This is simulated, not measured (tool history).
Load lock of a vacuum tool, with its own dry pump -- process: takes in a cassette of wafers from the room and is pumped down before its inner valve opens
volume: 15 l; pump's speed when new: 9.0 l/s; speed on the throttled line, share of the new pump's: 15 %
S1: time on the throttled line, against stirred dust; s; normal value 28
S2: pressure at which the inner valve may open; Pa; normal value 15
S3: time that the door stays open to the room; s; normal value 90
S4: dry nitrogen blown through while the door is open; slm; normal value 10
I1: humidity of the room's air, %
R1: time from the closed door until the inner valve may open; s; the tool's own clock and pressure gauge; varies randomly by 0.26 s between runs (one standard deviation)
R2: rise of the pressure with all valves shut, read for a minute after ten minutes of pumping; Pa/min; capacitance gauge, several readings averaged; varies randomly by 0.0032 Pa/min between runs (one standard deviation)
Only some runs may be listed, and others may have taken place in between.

{"run": 1, "day": 0.0, "S1": 28, "S2": 15, "S3": 90, "S4": 10, "I1": 45.6, "R1": 38.7, "R2": 0.565}
{"run": 2, "day": 6.45, "S1": 53, "S2": 15, "S3": 90, "S4": 10, "I1": 43.3, "R1": 60.2, "R2": 0.547}
{"run": 3, "day": 14.179, "S1": 53, "S2": 15, "S3": 90, "S4": 10, "I1": 45.1, "R1": 60.3, "R2": 0.572}
{"run": 4, "day": 25.225, "S1": 53, "S2": 15, "S3": 90, "S4": 10, "I1": 44.6, "R1": 60.3, "R2": 0.593}
{"run": 5, "day": 32.971, "S1": 53, "S2": 18, "S3": 90, "S4": 10, "I1": 46.8, "R1": 59.7, "R2": 0.612}
{"run": 6, "day": 43.812, "S1": 53, "S2": 18, "S3": 90, "S4": 10, "I1": 40.5, "R1": 60, "R2": 0.624}
{"run": 7, "day": 50.621, "S1": 15, "S2": 15, "S3": 90, "S4": 10, "I1": 43.5, "R1": 28.2, "R2": 0.629}
{"run": 8, "day": 56.462, "S1": 15, "S2": 15, "S3": 90, "S4": 10, "I1": 42.2, "R1": 27.7, "R2": 0.645}
{"run": 9, "day": 62.033, "S1": 37, "S2": 15, "S3": 90, "S4": 10, "I1": 45.5, "R1": 46.9, "R2": 0.648}
{"run": 10, "day": 72.208, "S1": 28, "S2": 15, "S3": 90, "S4": 10, "I1": 44.3, "R1": 39.1, "R2": 0.656}
{"run": 11, "day": 84.554, "S1": 28, "S2": 15, "S3": 90, "S4": 10, "I1": 46.5, "R1": 38.9, "R2": 0.691}
{"run": 12, "day": 96.358, "S1": 28, "S2": 15, "S3": 90, "S4": 10, "I1": 44, "R1": 38.8, "R2": 0.708}
{"run": 13, "day": 103.929, "S1": 28, "S2": 15, "S3": 90, "S4": 10, "I1": 41, "R1": 39, "R2": 0.735}
{"run": 14, "day": 114.979, "S1": 28, "S2": 15, "S3": 90, "S4": 10, "I1": 42.5, "R1": 39.3, "R2": 0.748}
{"run": 15, "day": 125.312, "S1": 28, "S2": 29, "S3": 37, "S4": 10, "I1": 47.4, "R1": 37.9, "R2": 0.743}
{"run": 16, "day": 135.9, "S1": 28, "S2": 21, "S3": 115, "S4": 5, "I1": 47.3, "R1": 38.5, "R2": 0.13}
{"run": 17, "day": 145.058, "S1": 31, "S2": 15, "S3": 90, "S4": 11, "I1": 46.2, "R1": 42.1, "R2": 0.093}
{"run": 18, "day": 155.925, "S1": 31, "S2": 18, "S3": 49, "S4": 11, "I1": 47, "R1": 41.7, "R2": 0.086}
{"run": 19, "day": 165.638, "S1": 21, "S2": 24, "S3": 85, "S4": 41, "I1": 47.9, "R1": 32.3, "R2": 0.06}
{"run": 20, "day": 174.212, "S1": 28, "S2": 14, "S3": 90, "S4": 16, "I1": 47.3, "R1": 39.3, "R2": 0.096}
{"run": 21, "day": 184.917, "S1": 26, "S2": 20, "S3": 41, "S4": 10, "I1": 41.7, "R1": 36.7, "R2": 0.089}
{"run": 22, "day": 192.612, "S1": 42, "S2": 15, "S3": 90, "S4": 15, "I1": 44.5, "R1": 50.7, "R2": 0.103}
{"run": 23, "day": 203.971, "S1": 42, "S2": 17, "S3": 90, "S4": 33, "I1": 42.2, "R1": 51.2, "R2": 0.081}
{"run": 24, "day": 215.508, "S1": 26, "S2": 18, "S3": 171, "S4": 5, "I1": 43.6, "R1": 37.6, "R2": 0.175}
{"run": 25, "day": 221.767, "S1": 26, "S2": 18, "S3": 66, "S4": 5, "I1": 43.1, "R1": 36.8, "R2": 0.128}
{"run": 26, "day": 232.371, "S1": 36, "S2": 14, "S3": 104, "S4": 17, "I1": 43.1, "R1": 46.7, "R2": 0.128}

Missing from the log above: 1 entry noted between runs. For each, name the pair of listed runs it sits between and say how the tool's hidden condition differs from the listed run just before to the listed run just after:
In the gap between runs 15 and 16: door's seal changed, seat wiped (day 135.342)
  pump's speed, % of a new pump's: 95.2 -> 94.9; leak at the door's seal, Pa l/s: 0.1715 -> 0.0023
  what was measured, less what the result would be without the hidden state, R1: +0.5 -> +0.6 s; R2: +0.675 -> +0.001 Pa/min
